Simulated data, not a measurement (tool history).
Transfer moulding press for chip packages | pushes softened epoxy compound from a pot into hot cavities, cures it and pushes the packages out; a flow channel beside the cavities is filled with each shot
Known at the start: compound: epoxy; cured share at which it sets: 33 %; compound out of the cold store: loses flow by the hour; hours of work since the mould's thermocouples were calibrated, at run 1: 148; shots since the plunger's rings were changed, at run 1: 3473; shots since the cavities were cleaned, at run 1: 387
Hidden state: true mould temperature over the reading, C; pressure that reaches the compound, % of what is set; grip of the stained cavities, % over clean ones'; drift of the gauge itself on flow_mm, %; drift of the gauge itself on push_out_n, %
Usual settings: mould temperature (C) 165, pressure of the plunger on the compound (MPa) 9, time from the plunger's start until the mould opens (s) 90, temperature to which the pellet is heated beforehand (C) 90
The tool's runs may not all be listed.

run	hour	mould temperature (C)	pressure of the plunger on the compound (MPa)	time from the plunger's start until the mould opens (s)	temperature to which the pellet is heated beforehand (C)	hours of work since the mould's thermocouples were calibrated	shots since the plunger's rings were changed	shots since the cavities were cleaned	incoming compound's hours out of the cold store	length that the compound runs in the flow channel (mm)	greatest force on the pins that push the packages out (N)
1	0	165	9	90	90	148	3473	387	45.1	456	604
2	8.7	165	9	90	90	154	3583	497	41.8	472	642
3	16.4	165	10.79	90	90	160	3682	596	17.5	591	695
4	20.5	165	10.79	90	90	163	3734	648	37.7	533	691
5	24.3	165	10.79	90	90	165	3782	696	24.3	569	678
6	29.6	165	9	70	90	169	3851	765	47.8	457	1184
7	35.5	162	8.45	90	86	173	3926	840	30.6	500	892
8	41.9	168	8.11	90	90	178	4007	921	39.7	448	645
# hour 44.7: mould's thermocouples calibrated
9	50.8	165	7.06	95	90	4	4095	1009	24.8	462	701
# hour 58.5: cavities cleaned with cleaning compound and waxed
10	61.3	169	7.34	122	96	11	4210	36	17.3	471	341
11	69.8	164	9	90	90	16	4318	144	36.6	482	514

Forecast each of these 4 alternatives for the next run:
A	74.2	165	9	127	90	20	4375	201	13.2	?	?
B	74.2	159	9	95	96	20	4375	201	15.1	?	?
C	74.2	162	9	90	90	20	4375	201	11.5	?	?
D	74.2	164	9	74	90	20	4375	201	11.5	?	?

run	length that the compound runs in the flow channel (mm)	greatest force on the pins that push the packages out (N)
A	552	413
B	560	688
C	559	683
D	553	951
Without the tool's hidden state the same runs would have given:
run	length that the compound runs in the flow channel (mm)	greatest force on the pins that push the packages out (N)
A	581	315
B	590	521
C	589	518
D	583	721
